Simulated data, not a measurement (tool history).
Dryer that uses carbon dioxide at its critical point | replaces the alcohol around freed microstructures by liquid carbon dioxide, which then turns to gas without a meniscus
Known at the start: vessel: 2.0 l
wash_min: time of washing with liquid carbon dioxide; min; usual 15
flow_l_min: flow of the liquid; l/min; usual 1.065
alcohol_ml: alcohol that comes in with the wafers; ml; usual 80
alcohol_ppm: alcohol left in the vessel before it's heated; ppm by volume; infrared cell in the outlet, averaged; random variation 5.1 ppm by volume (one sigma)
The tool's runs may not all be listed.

{"run": 1, "hour": 0.0, "wash_min": 15, "flow_l_min": 1.065, "alcohol_ml": 80, "alcohol_ppm": 155}
{"run": 2, "hour": 19.7, "wash_min": 14, "flow_l_min": 1.065, "alcohol_ml": 80, "alcohol_ppm": 223}
{"run": 3, "hour": 29.6, "wash_min": 14, "flow_l_min": 1.065, "alcohol_ml": 80, "alcohol_ppm": 228}
{"run": 4, "hour": 50.7, "wash_min": 15, "flow_l_min": 1.065, "alcohol_ml": 80, "alcohol_ppm": 166}
{"run": 5, "hour": 63.4, "wash_min": 24, "flow_l_min": 1.065, "alcohol_ml": 80, "alcohol_ppm": 35}
{"run": 6, "hour": 74.9, "wash_min": 14, "flow_l_min": 1.065, "alcohol_ml": 80, "alcohol_ppm": 249}
{"run": 7, "hour": 88.7, "wash_min": 16, "flow_l_min": 1.065, "alcohol_ml": 80, "alcohol_ppm": 132}
{"run": 8, "hour": 110.9, "wash_min": 16, "flow_l_min": 1.065, "alcohol_ml": 80, "alcohol_ppm": 139}
{"run": 9, "hour": 125.9, "wash_min": 21, "flow_l_min": 1.065, "alcohol_ml": 23, "alcohol_ppm": 36}
{"run": 10, "hour": 144.0, "wash_min": 21, "flow_l_min": 1.065, "alcohol_ml": 23, "alcohol_ppm": 41}
{"run": 11, "hour": 153.2, "wash_min": 13, "flow_l_min": 1.065, "alcohol_ml": 21, "alcohol_ppm": 124}
{"run": 12, "hour": 165.7, "wash_min": 13, "flow_l_min": 1.065, "alcohol_ml": 21, "alcohol_ppm": 139}
{"run": 13, "hour": 183.0, "wash_min": 15, "flow_l_min": 1.2, "alcohol_ml": 87, "alcohol_ppm": 145}
{"hour": 187.5, "done": "inlet filter changed"}
{"run": 14, "hour": 199.7, "wash_min": 15, "flow_l_min": 1.065, "alcohol_ml": 54, "alcohol_ppm": 95}

3 ways to go on from here, each from the tool as it stands after run 14. What would each give?
{"run": "A", "hour": 216.3, "wash_min": 17, "flow_l_min": 1.24, "alcohol_ml": 98, "alcohol_ppm": "?"}
{"run": "B", "hour": 216.3, "wash_min": 15, "flow_l_min": 1.28, "alcohol_ml": 26, "alcohol_ppm": "?"}
{"run": "C", "hour": 216.3, "wash_min": 15, "flow_l_min": 1.15, "alcohol_ml": 37, "alcohol_ppm": "?"}

run=A alcohol_ppm=57
run=B alcohol_ppm=46
run=C alcohol_ppm=61
Without the tool's hidden state the same runs would have given:
run=A alcohol_ppm=21
run=B alcohol_ppm=11
run=C alcohol_ppm=25

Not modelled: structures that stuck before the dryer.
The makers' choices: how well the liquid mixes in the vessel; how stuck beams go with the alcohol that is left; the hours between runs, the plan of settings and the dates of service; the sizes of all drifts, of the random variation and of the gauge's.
